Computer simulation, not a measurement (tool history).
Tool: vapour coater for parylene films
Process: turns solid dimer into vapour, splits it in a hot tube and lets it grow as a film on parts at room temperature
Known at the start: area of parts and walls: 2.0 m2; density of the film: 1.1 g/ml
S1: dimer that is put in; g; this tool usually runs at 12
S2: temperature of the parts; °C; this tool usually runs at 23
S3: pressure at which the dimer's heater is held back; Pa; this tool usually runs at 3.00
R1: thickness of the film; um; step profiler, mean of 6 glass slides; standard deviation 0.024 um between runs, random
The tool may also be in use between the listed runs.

run 1 hour=0.0 | S1=12 S2=23 S3=3.00 | R1=4.59
run 2 hour=11.4 | S1=12 S2=23 S3=3.00 | R1=4.69
run 3 hour=23.6 | S1=12 S2=23 S3=5.10 | R1=4.26
run 4 hour=31.6 | S1=10 S2=23 S3=3.00 | R1=3.91
run 5 hour=45.7 | S1=10 S2=23 S3=3.00 | R1=3.85
run 6 hour=55.2 | S1=12 S2=26 S3=3.00 | R1=4.18
run 7 hour=65.1 | S1=12 S2=23 S3=3.00 | R1=4.63
run 8 hour=76.8 | S1=12 S2=23 S3=5.03 | R1=4.32
run 9 hour=90.7 | S1=12 S2=23 S3=5.03 | R1=4.32
run 10 hour=106.1 | S1=12 S2=23 S3=5.03 | R1=4.32
run 11 hour=121.4 | S1=12 S2=23 S3=5.03 | R1=4.31
run 12 hour=132.8 | S1=12 S2=23 S3=3.00 | R1=4.66
run 13 hour=143.2 | S1=9 S2=23 S3=3.00 | R1=3.49
run 14 hour=152.4 | S1=9 S2=23 S3=3.00 | R1=3.50
run 15 hour=162.4 | S1=21 S2=23 S3=3.00 | R1=8.14
run 16 hour=170.0 | S1=21 S2=23 S3=3.00 | R1=8.14
run 17 hour=188.3 | S1=21 S2=23 S3=3.00 | R1=8.08
run 18 hour=203.0 | S1=21 S2=23 S3=3.00 | R1=8.11
run 19 hour=217.7 | S1=21 S2=23 S3=3.00 | R1=8.17
run 20 hour=236.0 | S1=21 S2=23 S3=3.00 | R1=8.10
run 21 hour=248.1 | S1=12 S2=30 S3=3.00 | R1=3.57
run 22 hour=265.8 | S1=12 S2=30 S3=3.00 | R1=3.55
run 23 hour=279.5 | S1=12 S2=23 S3=10.51 | R1=3.86
run 24 hour=288.8 | S1=12 S2=23 S3=10.51 | R1=3.87
run 25 hour=302.0 | S1=12 S2=23 S3=10.51 | R1=3.88
run 26 hour=318.5 | S1=7 S2=35 S3=3.00 | R1=1.74
run 27 hour=334.0 | S1=7 S2=31 S3=7.85 | R1=1.74
run 28 hour=351.3 | S1=7 S2=31 S3=7.85 | R1=1.74
run 29 hour=369.4 | S1=6 S2=28 S3=7.85 | R1=1.66
run 30 hour=382.5 | S1=6 S2=28 S3=7.85 | R1=1.67
run 31 hour=399.7 | S1=10 S2=19 S3=11.20 | R1=3.68
run 32 hour=412.8 | S1=7 S2=20 S3=4.44 | R1=2.86
run 33 hour=420.5 | S1=12 S2=23 S3=2.03 | R1=4.95
run 34 hour=428.8 | S1=11 S2=31 S3=4.32 | R1=2.96
run 35 hour=440.4 | S1=21 S2=25 S3=2.38 | R1=7.84
run 36 hour=448.2 | S1=9 S2=23 S3=4.35 | R1=3.30
-- hour=457.7 trap's valve overhauled
run 37 hour=464.8 | S1=9 S2=23 S3=4.35 | R1=3.31
run 38 hour=475.9 | S1=12 S2=28 S3=3.00 | R1=3.83
run 39 hour=492.1 | S1=7 S2=28 S3=6.97 | R1=1.99
run 40 hour=504.0 | S1=7 S2=22 S3=11.34 | R1=2.31
run 41 hour=516.1 | S1=7 S2=22 S3=11.34 | R1=2.29
run 42 hour=527.6 | S1=17 S2=23 S3=3.00 | R1=6.62
run 43 hour=538.4 | S1=6 S2=20 S3=3.44 | R1=2.55
run 44 hour=547.8 | S1=6 S2=20 S3=3.44 | R1=2.59
run 45 hour=559.1 | S1=6 S2=20 S3=3.44 | R1=2.55
run 46 hour=570.9 | S1=6 S2=20 S3=3.44 | R1=2.57
run 47 hour=579.1 | S1=9 S2=23 S3=4.34 | R1=3.27

Consider 4 possible next runs. They are alternatives, not a sequence: every one starts from the tool as it was left by run 47. What does each give?
run A hour=591.5 | S1=13 S2=17 S3=3.36 | R1=?
run B hour=591.5 | S1=7 S2=33 S3=4.34 | R1=?
run C hour=591.5 | S1=16 S2=21 S3=5.30 | R1=?
run D hour=591.5 | S1=6 S2=27 S3=3.00 | R1=?

run=A R1=5.81
run=B R1=1.77
run=C R1=6.12
run=D R1=2.00
Without the tool's hidden state the same runs would have given:
run=A R1=5.82
run=B R1=1.77
run=C R1=6.13
run=D R1=2.00

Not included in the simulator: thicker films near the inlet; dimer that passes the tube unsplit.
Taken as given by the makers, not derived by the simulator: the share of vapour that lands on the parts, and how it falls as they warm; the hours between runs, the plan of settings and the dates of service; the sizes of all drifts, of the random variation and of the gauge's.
